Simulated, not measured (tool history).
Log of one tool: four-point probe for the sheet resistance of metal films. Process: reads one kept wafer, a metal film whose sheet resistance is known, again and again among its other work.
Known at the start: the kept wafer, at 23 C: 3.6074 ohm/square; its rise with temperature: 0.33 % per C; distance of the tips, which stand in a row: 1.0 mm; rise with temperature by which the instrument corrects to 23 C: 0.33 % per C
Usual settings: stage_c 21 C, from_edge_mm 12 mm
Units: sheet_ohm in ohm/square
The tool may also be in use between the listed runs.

Run 1, hour 0.0: usual settings. Result: sheet_ohm 3.622745 ohm/square.
Run 2, hour 12.0: usual settings. Result: sheet_ohm 3.623912 ohm/square.
Run 3, hour 25.9: usual settings. Result: sheet_ohm 3.623481 ohm/square.
Run 4, hour 41.5: usual settings. Result: sheet_ohm 3.624630 ohm/square.
Run 5, hour 57.5: usual settings. Result: sheet_ohm 3.624588 ohm/square.
Run 6, hour 66.6: usual settings. Result: sheet_ohm 3.623882 ohm/square.
Run 7, hour 82.8: usual settings. Result: sheet_ohm 3.625111 ohm/square.
Run 8, hour 95.8: usual settings. Result: sheet_ohm 3.625149 ohm/square.
Run 9, hour 112.5: usual settings. Result: sheet_ohm 3.624878 ohm/square.
Run 10, hour 122.1: usual settings. Result: sheet_ohm 3.626228 ohm/square.
Run 11, hour 133.4: usual settings. Result: sheet_ohm 3.625425 ohm/square.
Run 12, hour 145.5: usual settings but from_edge_mm 7 mm. Result: sheet_ohm 3.652234 ohm/square.
Run 13, hour 161.8: usual settings but from_edge_mm 6 mm. Result: sheet_ohm 3.665140 ohm/square.
Run 14, hour 177.8: usual settings but stage_c 25 C, from_edge_mm 6 mm. Result: sheet_ohm 3.667618 ohm/square.
Run 15, hour 188.2: usual settings but stage_c 25 C, from_edge_mm 49 mm. Result: sheet_ohm 3.614157 ohm/square.
Run 16, hour 200.6: usual settings but stage_c 25 C, from_edge_mm 49 mm. Result: sheet_ohm 3.614550 ohm/square.
Run 17, hour 211.6: usual settings but stage_c 23 C, from_edge_mm 7 mm. Result: sheet_ohm 3.653306 ohm/square.
Run 18, hour 227.3: usual settings but stage_c 29 C. Result: sheet_ohm 3.627524 ohm/square.
Run 19, hour 237.2: usual settings but stage_c 25 C, from_edge_mm 13 mm. Result: sheet_ohm 3.624971 ohm/square.
Run 20, hour 249.8: usual settings but stage_c 25 C, from_edge_mm 13 mm. Result: sheet_ohm 3.625492 ohm/square.
Run 21, hour 261.2: usual settings but stage_c 25 C, from_edge_mm 13 mm. Result: sheet_ohm 3.626318 ohm/square.
Run 22, hour 271.1: usual settings but stage_c 25 C, from_edge_mm 55 mm. Result: sheet_ohm 3.614783 ohm/square.
Run 23, hour 279.6: usual settings but stage_c 24 C, from_edge_mm 16 mm. Result: sheet_ohm 3.623197 ohm/square.
Run 24, hour 291.6: usual settings but stage_c 24 C, from_edge_mm 16 mm. Result: sheet_ohm 3.620196 ohm/square.
Run 25, hour 306.1: usual settings but stage_c 29 C. Result: sheet_ohm 3.629656 ohm/square.
Run 26, hour 320.4: usual settings but from_edge_mm 3 mm. Result: sheet_ohm 3.818005 ohm/square.
Run 27, hour 335.3: usual settings but from_edge_mm 3 mm. Result: sheet_ohm 3.816650 ohm/square.
Run 28, hour 346.2: usual settings but stage_c 31 C, from_edge_mm 8 mm. Result: sheet_ohm 3.646607 ohm/square.
Run 29, hour 354.2: usual settings but stage_c 31 C, from_edge_mm 8 mm. Result: sheet_ohm 3.648169 ohm/square.
Run 30, hour 364.7: usual settings but stage_c 28 C, from_edge_mm 10 mm. Result: sheet_ohm 3.636510 ohm/square.

Forecast each of these 3 alternatives for the next run:
Run A, hour 379.8: usual settings but stage_c 27 C. Result: sheet_ohm ?.
Run B, hour 379.8: usual settings but stage_c 29 C, from_edge_mm 5 mm. Result: sheet_ohm ?.
Run C, hour 379.8: usual settings but stage_c 32 C. Result: sheet_ohm ?.

run  sheet_ohm
  A   3.629363
  B   3.692895
  C   3.631291
Without the tool's hidden state the same runs would have given:
run  sheet_ohm
  A   3.620953
  B   3.684364
  C   3.622919

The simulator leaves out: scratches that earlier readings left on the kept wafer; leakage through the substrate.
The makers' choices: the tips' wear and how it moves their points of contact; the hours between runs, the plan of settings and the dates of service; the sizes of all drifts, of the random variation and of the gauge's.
